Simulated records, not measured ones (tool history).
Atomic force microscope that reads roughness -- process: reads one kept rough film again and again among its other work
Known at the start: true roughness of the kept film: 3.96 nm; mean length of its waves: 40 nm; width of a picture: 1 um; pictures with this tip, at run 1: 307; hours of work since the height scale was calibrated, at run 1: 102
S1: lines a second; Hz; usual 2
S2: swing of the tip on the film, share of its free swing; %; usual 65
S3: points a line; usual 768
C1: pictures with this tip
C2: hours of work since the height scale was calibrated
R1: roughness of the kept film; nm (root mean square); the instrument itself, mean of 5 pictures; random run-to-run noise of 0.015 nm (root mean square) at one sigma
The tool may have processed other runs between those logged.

run	hour	S1	S2	S3	C1	C2	R1
1	0	2	65	768	307	102	3.315
2	5.8	2	65	768	320	106	3.296
3	11.9	2	65	768	333	110	3.298
4	15.8	0.51	65	768	341	112	3.388
# hour 20.8: new tip fitted
5	25.2	2	65	768	9	118	3.61
6	32.5	3.92	65	768	25	123	3.491
7	36.7	3.92	83	768	34	126	3.137
8	45.2	3.92	83	768	52	131	3.104
9	49.7	3.92	83	768	61	134	3.108
10	58.9	0.69	65	768	81	140	3.612
11	64.9	0.69	65	768	94	144	3.607
12	71.4	0.69	65	768	108	149	3.577
13	79.6	2	65	768	125	154	3.477
14	88.8	2	65	768	145	160	3.452
15	94.6	2	65	768	157	164	3.453
16	103.2	2	65	768	175	169	3.445
# hour 104.6: height scale calibrated on a step standard
17	112.7	2	65	768	193	5	3.431
# hour 120.3: height scale calibrated on a step standard, once more
18	123	2	65	768	213	2	3.418
19	129.7	2	65	768	227	6	3.398
20	136.2	2	57	549	241	10	3.415
21	141.6	2	65	297	253	14	3.312
22	149.7	2	65	297	270	19	3.332
23	153.6	2.03	60	453	278	22	3.362
24	157.6	2	66	932	287	25	3.344
25	163.3	2.33	55	914	299	28	3.369
26	171.6	0.95	55	389	317	34	3.372
27	178.9	0.95	55	389	332	39	3.363
# hour 187.6: new tip fitted
28	187.7	0.95	55	389	0	44	3.735
29	195.5	3.39	66	768	17	49	3.527
30	203.1	2.35	83	768	33	54	3.34
31	207	2.35	83	768	41	57	3.32
32	212.5	2.47	65	606	53	60	3.532
33	220.7	2.47	65	606	70	66	3.527
34	229.4	2.47	65	606	89	71	3.489
35	238.2	2.47	65	606	108	77	3.481
36	246.6	0.8	68	501	126	83	3.559
37	255.4	1.88	76	1011	144	89	3.374
38	263.9	2	57	659	163	94	3.509

Hidden condition of the tool, last listed run before each entry between runs versus first listed run after:
In the gap between runs 4 and 5: new tip fitted (hour 20.8)
  radius of the tip, nm: 16.1 -> 5.7; height scale over the true one, %: -0.19 -> -0.2
  measured less the result without the state, R1: -0.357 -> -0.031 nm (root mean square)
In the gap between runs 16 and 17: height scale calibrated on a step standard (hour 104.6)
  radius of the tip, nm: 11.2 -> 11.8; height scale over the true one, %: -0.25 -> -0.41
  measured less the result without the state, R1: -0.208 -> -0.232 nm (root mean square)
In the gap between runs 17 and 18: height scale calibrated on a step standard, once more (hour 120.3)
  radius of the tip, nm: 11.8 -> 12.5; height scale over the true one, %: -0.41 -> -0.05
  measured less the result without the state, R1: -0.232 -> -0.24 nm (root mean square)
In the gap between runs 27 and 28: new tip fitted (hour 187.6)
  radius of the tip, nm: 16.4 -> 5.1
  measured less the result without the state, R1: -0.359 -> -0.006 nm (root mean square)

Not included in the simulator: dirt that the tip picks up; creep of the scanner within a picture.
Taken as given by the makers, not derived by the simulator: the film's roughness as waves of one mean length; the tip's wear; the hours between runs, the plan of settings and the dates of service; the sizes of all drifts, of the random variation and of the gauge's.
